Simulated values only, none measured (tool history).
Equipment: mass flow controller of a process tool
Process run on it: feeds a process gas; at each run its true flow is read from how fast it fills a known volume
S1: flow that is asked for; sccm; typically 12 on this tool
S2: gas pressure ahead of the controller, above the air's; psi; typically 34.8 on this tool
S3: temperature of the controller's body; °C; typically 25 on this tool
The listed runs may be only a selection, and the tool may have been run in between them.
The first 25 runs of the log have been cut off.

{"run": 26, "hour": 4885.9, "S1": 4, "S2": 38.6, "S3": 24, "true flow (%)": 94.71}
{"run": 27, "hour": 5162.3, "S1": 9, "S2": 31.9, "S3": 24, "true flow (%)": 95.84}
{"run": 28, "hour": 5347.7, "S1": 12, "S2": 34.8, "S3": 35, "true flow (%)": 97.3}
{"run": 29, "hour": 5594.4, "S1": 2, "S2": 39.3, "S3": 31, "true flow (%)": 94.22}
{"run": 30, "hour": 5879.7, "S1": 8, "S2": 35.4, "S3": 33, "true flow (%)": 96.19}
{"run": 31, "hour": 6039.5, "S1": 19, "S2": 34.8, "S3": 25, "true flow (%)": 96.82}
{"run": 32, "hour": 6233.8, "S1": 17, "S2": 27.4, "S3": 22, "true flow (%)": 96.4}
{"run": 33, "hour": 6430.5, "S1": 17, "S2": 27.4, "S3": 22, "true flow (%)": 96.12}
{"run": 34, "hour": 6607.4, "S1": 15, "S2": 26.8, "S3": 29, "true flow (%)": 96.62}
{"run": 35, "hour": 6739.3, "S1": 15, "S2": 26.8, "S3": 29, "true flow (%)": 96.5}

Branching from run 35: 3 alternative next runs. What would each branch give?
{"run": "A", "hour": 6909.7, "S1": 3, "S2": 34.8, "S3": 21, "true flow (%)": "?"}
{"run": "B", "hour": 6909.7, "S1": 17, "S2": 34.8, "S3": 29, "true flow (%)": "?"}
{"run": "C", "hour": 6909.7, "S1": 15, "S2": 25.8, "S3": 29, "true flow (%)": "?"}

run=A true_flow_(%)=92.81
run=B true_flow_(%)=96.51
run=C true_flow_(%)=96.56
With the hidden condition removed and each run's random variation left untouched, the same runs would have given:
run=A true_flow_(%)=97.05
run=B true_flow_(%)=99.83
run=C true_flow_(%)=99.91

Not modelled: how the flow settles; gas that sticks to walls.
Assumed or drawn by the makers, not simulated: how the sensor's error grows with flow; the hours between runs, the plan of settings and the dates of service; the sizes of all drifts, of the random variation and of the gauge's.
